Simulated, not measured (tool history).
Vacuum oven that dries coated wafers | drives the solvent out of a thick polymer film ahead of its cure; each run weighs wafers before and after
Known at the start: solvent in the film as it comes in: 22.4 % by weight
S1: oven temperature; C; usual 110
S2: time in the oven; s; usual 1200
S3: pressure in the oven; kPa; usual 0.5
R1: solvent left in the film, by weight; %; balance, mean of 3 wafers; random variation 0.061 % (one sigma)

| run | hour | S1 | S2 | S3 | R1 |
|---|---|---|---|---|---|
| 1 | 0 | 110 | 1200 | 0.5 | 3.46 |
| 2 | 17.4 | 110 | 1200 | 0.5 | 3.59 |
| 3 | 32.6 | 110 | 720 | 0.5 | 6.41 |
| 4 | 49.5 | 110 | 1200 | 0.5 | 3.37 |
| 5 | 68.6 | 96 | 1200 | 0.5 | 6.95 |
| 6 | 87.7 | 110 | 900 | 0.5 | 5.2 |
| 7 | 99.4 | 110 | 1200 | 0.5 | 3.53 |
| 8 | 115.3 | 110 | 1200 | 0.5 | 3.6 |
| 9 | 130.2 | 110 | 1200 | 0.5 | 3.44 |
| 10 | 146.7 | 110 | 1200 | 0.5 | 3.65 |
| 11 | 163.1 | 110 | 1200 | 0.5 | 3.67 |
| 12 | 170.9 | 110 | 1200 | 0.5 | 3.58 |
| 13 | 189.5 | 110 | 1200 | 0.5 | 3.52 |
|  | 192.7 | vacuum gauge cleaned of residue and calibrated |
| 14 | 199.7 | 106 | 1200 | 0.5 | 4.55 |
| 15 | 211.4 | 106 | 1200 | 0.5 | 4.57 |
| 16 | 225.5 | 106 | 1200 | 0.5 | 4.64 |
| 17 | 235.3 | 106 | 1200 | 0.5 | 4.44 |
| 18 | 250.5 | 106 | 1200 | 0.5 | 4.6 |
| 19 | 261.7 | 106 | 1200 | 0.5 | 4.59 |
| 20 | 275.5 | 110 | 1200 | 0.5 | 3.71 |
| 21 | 288.8 | 110 | 1200 | 0.5 | 3.6 |
|  | 302.8 | vacuum gauge cleaned of residue and calibrated, once more |
| 22 | 304.4 | 95 | 1200 | 0.5 | 7.4 |
| 23 | 321.4 | 95 | 1200 | 0.5 | 7.4 |
| 24 | 334.5 | 118 | 1140 | 0.5 | 2.26 |
| 25 | 351.9 | 118 | 840 | 0.35 | 3.53 |
| 26 | 366.2 | 118 | 840 | 0.35 | 3.62 |
| 27 | 377.6 | 97 | 1740 | 0.35 | 4.35 |
| 28 | 391.2 | 113 | 960 | 0.267 | 3.86 |
| 29 | 405.1 | 113 | 960 | 0.267 | 3.7 |
| 30 | 418 | 110 | 1020 | 1.832 | 6.7 |
| 31 | 428.5 | 110 | 1020 | 1.832 | 6.67 |
| 32 | 438.8 | 99 | 1200 | 0.5 | 6.29 |
| 33 | 451.6 | 110 | 1200 | 0.517 | 3.71 |
| 34 | 461.8 | 104 | 720 | 1.038 | 9.09 |
| 35 | 472.9 | 104 | 720 | 1.038 | 9.24 |
| 36 | 485.7 | 116 | 1800 | 0.716 | 1.75 |
| 37 | 496.2 | 113 | 1560 | 0.406 | 1.9 |
| 38 | 506.9 | 113 | 1560 | 0.406 | 1.85 |
| 39 | 523.3 | 113 | 720 | 0.406 | 5.71 |
| 40 | 536.9 | 119 | 1140 | 0.613 | 2.31 |
| 41 | 545 | 122 | 1680 | 0.349 | 0.85 |
| 42 | 558 | 122 | 1680 | 0.349 | 0.87 |
| 43 | 569.2 | 122 | 780 | 0.359 | 3.35 |
| 44 | 583.7 | 106 | 660 | 0.742 | 8.6 |
| 45 | 592.4 | 110 | 780 | 0.5 | 6.07 |

Some steps in R1 between neighbouring runs. How much of each would the tool show without its hidden state too (settings, what came in, random variation), and how much is left for the hidden state, with any gauge scatter that isn't in both results?
The hidden state here: true wafer temperature over the reading, C; true pressure over the reading, kPa; drift of the gauge itself on solvent_pct, %.
Run 33 -> 34: S1 110 -> 104, S2 1200 -> 720, S3 0.517 -> 1.038. R1 +5.38 %: hidden state +0.04, all else +5.34.
Run 35 -> 36: S1 104 -> 116, S2 720 -> 1800, S3 1.038 -> 0.716. R1 -7.49 %: hidden state -0.11, all else -7.38.
Run 38 -> 39: S2 1560 -> 720. R1 +3.86 %: hidden state +0.08, all else +3.78.
Run 42 -> 43: S2 1680 -> 780, S3 0.349 -> 0.359. R1 +2.48 %: hidden state +0.1, all else +2.38.
Run 43 -> 44: S1 122 -> 106, S2 780 -> 660, S3 0.359 -> 0.742. R1 +5.25 %: hidden state +0.08, all else +5.17.
